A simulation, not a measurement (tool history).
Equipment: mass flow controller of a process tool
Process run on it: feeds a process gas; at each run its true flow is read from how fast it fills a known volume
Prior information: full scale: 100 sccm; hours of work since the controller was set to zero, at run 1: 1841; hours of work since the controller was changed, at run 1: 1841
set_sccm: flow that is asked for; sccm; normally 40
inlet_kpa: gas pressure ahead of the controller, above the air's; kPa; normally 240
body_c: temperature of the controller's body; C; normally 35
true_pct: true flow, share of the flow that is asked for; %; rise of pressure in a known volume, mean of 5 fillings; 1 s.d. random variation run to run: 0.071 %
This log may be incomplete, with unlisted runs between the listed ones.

run   hour  set_sccm  inlet_kpa  body_c  hours of work since the controller was set to zero  hours of work since the controller was changed  true_pct
  1      0        40        240      35                                                1841                                            1841    100.04
  2   43.7        40        240      35                                                1869                                            1869     99.96
  3  113.5        40        240      20                                                1913                                            1913      98.2
  4  207.5        40        240      20                                                1973                                            1973     97.88
  5    281        40        240      20                                                2019                                            2019     97.69
  6  360.5        40        240      23                                                2069                                            2069     97.95
  7  428.7        12        239      36                                                2113                                            2113     98.94
  8  509.2        12        239      36                                                2163                                            2163     98.74
  9  595.3        10        263      20                                                2218                                            2218     96.67
 10  670.9        19        274      32                                                2266                                            2266     97.96

Here are 5 independent what-if runs from the current tool condition. What would each one return?
  A  716.1        71        183      39                                                2294                                            2294         ?
  B  716.1        25        183      32                                                2294                                            2294         ?
  C  716.1        40        240      32                                                2294                                            2294         ?
  D  716.1        52        218      20                                                2294                                            2294         ?
  E  716.1        40        240      37                                                2294                                            2294         ?

run  true_pct
  A     99.76
  B     98.27
  C     98.16
  D     97.25
  E     98.91
Had the tool no hidden state, the same runs would have come out as:
run  true_pct
  A    101.19
  B     99.68
  C     99.57
  D     98.64
  E    100.33

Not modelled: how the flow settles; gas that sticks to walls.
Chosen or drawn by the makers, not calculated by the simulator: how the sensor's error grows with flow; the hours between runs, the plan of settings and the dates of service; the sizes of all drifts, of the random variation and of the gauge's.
